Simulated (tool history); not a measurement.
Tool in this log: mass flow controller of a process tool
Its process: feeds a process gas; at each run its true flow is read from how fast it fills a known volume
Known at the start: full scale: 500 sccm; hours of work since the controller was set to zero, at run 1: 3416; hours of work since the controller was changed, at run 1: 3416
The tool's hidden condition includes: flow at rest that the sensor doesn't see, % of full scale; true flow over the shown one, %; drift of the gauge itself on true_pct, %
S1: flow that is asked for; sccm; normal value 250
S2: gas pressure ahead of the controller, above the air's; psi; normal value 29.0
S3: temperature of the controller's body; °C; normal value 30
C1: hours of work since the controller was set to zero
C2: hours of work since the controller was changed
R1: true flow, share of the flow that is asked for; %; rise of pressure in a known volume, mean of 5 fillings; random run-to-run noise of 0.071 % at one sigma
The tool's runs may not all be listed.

| run | hour | S1 | S2 | S3 | C1 | C2 | R1 |
|---|---|---|---|---|---|---|---|
| 1 | 0.0 | 250 | 29.0 | 30 | 3416 | 3416 | 100.23 |
| 2 | 416.6 | 250 | 29.0 | 30 | 3631 | 3631 | 100.20 |
| 3 | 624.8 | 250 | 29.0 | 39 | 3738 | 3738 | 101.22 |
| 4 | 796.9 | 110 | 29.0 | 30 | 3826 | 3826 | 100.05 |
| 5 | 1113.7 | 250 | 29.0 | 30 | 3990 | 3990 | 100.32 |
| 6 | 1312.6 | 250 | 29.0 | 30 | 4092 | 4092 | 100.28 |
| 7 | 1513.9 | 250 | 29.0 | 30 | 4196 | 4196 | 100.09 |
| 8 | 1822.6 | 488 | 29.0 | 30 | 4355 | 4355 | 100.56 |
| 9 | 2129.5 | 488 | 29.0 | 30 | 4513 | 4513 | 100.44 |
| 10 | 2514.4 | 250 | 29.0 | 30 | 4711 | 4711 | 100.23 |
| 11 | 2898.6 | 250 | 29.0 | 30 | 4909 | 4909 | 100.30 |
| 12 | 3102.5 | 250 | 29.0 | 30 | 5014 | 5014 | 100.24 |
| 13 | 3309.2 | 250 | 29.0 | 30 | 5121 | 5121 | 100.22 |
| 14 | 3707.8 | 250 | 29.0 | 30 | 5326 | 5326 | 100.24 |
| 15 | 4012.1 | 250 | 29.0 | 24 | 5483 | 5483 | 99.66 |
| 16 | 4375.6 | 250 | 29.0 | 24 | 5670 | 5670 | 99.67 |
| 17 | 4747.8 | 250 | 29.0 | 30 | 5861 | 5861 | 100.27 |
| 18 | 4955.1 | 250 | 29.0 | 30 | 5968 | 5968 | 100.25 |
| 19 | 5165.5 | 82 | 29.0 | 30 | 6077 | 6077 | 99.90 |
| 20 | 5419.7 | 82 | 29.0 | 30 | 6208 | 6208 | 99.98 |
| 21 | 5773.6 | 250 | 29.0 | 30 | 6390 | 6390 | 100.35 |
| 22 | 6011.9 | 250 | 29.0 | 30 | 6513 | 6513 | 100.18 |
| 23 | 6249.9 | 250 | 29.0 | 30 | 6635 | 6635 | 100.24 |
|  | 6396.9 | controller's zero set anew |
| 24 | 6437.3 | 250 | 29.0 | 30 | 21 | 6731 | 100.17 |
| 25 | 6767.2 | 89 | 29.3 | 30 | 191 | 6901 | 99.90 |
| 26 | 7001.6 | 79 | 30.7 | 30 | 311 | 7022 | 99.95 |
| 27 | 7412.6 | 79 | 30.7 | 30 | 523 | 7234 | 100.19 |
| 28 | 7643.8 | 79 | 32.1 | 26 | 642 | 7353 | 99.59 |
| 29 | 7907.7 | 60 | 20.5 | 30 | 778 | 7489 | 100.05 |
| 30 | 8121.7 | 84 | 20.5 | 22 | 888 | 7599 | 99.34 |
| 31 | 8353.3 | 84 | 23.8 | 22 | 1008 | 7718 | 99.29 |
| 32 | 8717.3 | 84 | 23.8 | 22 | 1195 | 7906 | 99.17 |
| 33 | 8893.3 | 84 | 23.8 | 22 | 1286 | 7996 | 99.28 |
| 34 | 9089.4 | 224 | 33.8 | 32 | 1387 | 8098 | 100.42 |
| 35 | 9461.8 | 267 | 37.0 | 36 | 1579 | 8289 | 100.83 |
| 36 | 9853.2 | 51 | 25.1 | 36 | 1780 | 8491 | 100.72 |
| 37 | 10260.7 | 424 | 25.1 | 39 | 1990 | 8701 | 101.45 |
| 38 | 10566.3 | 69 | 25.1 | 26 | 2148 | 8858 | 99.73 |
| 39 | 10810.5 | 258 | 35.4 | 25 | 2273 | 8984 | 99.52 |
| 40 | 11203.7 | 258 | 35.4 | 25 | 2476 | 9187 | 99.67 |
| 41 | 11515.2 | 258 | 35.4 | 25 | 2636 | 9347 | 99.57 |
| 42 | 11798.2 | 241 | 29.0 | 33 | 2782 | 9493 | 100.65 |
| 43 | 12060.0 | 250 | 29.0 | 23 | 2917 | 9628 | 99.56 |
| 44 | 12470.2 | 148 | 26.4 | 22 | 3128 | 9839 | 99.40 |
| 45 | 12740.4 | 148 | 26.4 | 37 | 3267 | 9978 | 100.96 |
| 46 | 13028.2 | 148 | 26.4 | 37 | 3416 | 10126 | 100.88 |
| 47 | 13210.2 | 148 | 28.0 | 39 | 3509 | 10220 | 101.14 |
| 48 | 13436.1 | 258 | 22.0 | 39 | 3626 | 10336 | 101.39 |

Below are 4 alternative next runs, each starting from the tool's condition after run 48. Predict each:
| A | 13624.5 | 258 | 32.5 | 39 | 3723 | 10433 | ? |
| B | 13624.5 | 65 | 22.0 | 39 | 3723 | 10433 | ? |
| C | 13624.5 | 162 | 27.4 | 21 | 3723 | 10433 | ? |
| D | 13624.5 | 130 | 24.9 | 30 | 3723 | 10433 | ? |

| run | R1 |
|---|---|
| A | 101.21 |
| B | 101.10 |
| C | 99.11 |
| D | 100.13 |
With the hidden condition removed and each run's random variation left untouched, the same runs would have given:
| run | R1 |
|---|---|
| A | 101.20 |
| B | 101.12 |
| C | 99.10 |
| D | 100.13 |

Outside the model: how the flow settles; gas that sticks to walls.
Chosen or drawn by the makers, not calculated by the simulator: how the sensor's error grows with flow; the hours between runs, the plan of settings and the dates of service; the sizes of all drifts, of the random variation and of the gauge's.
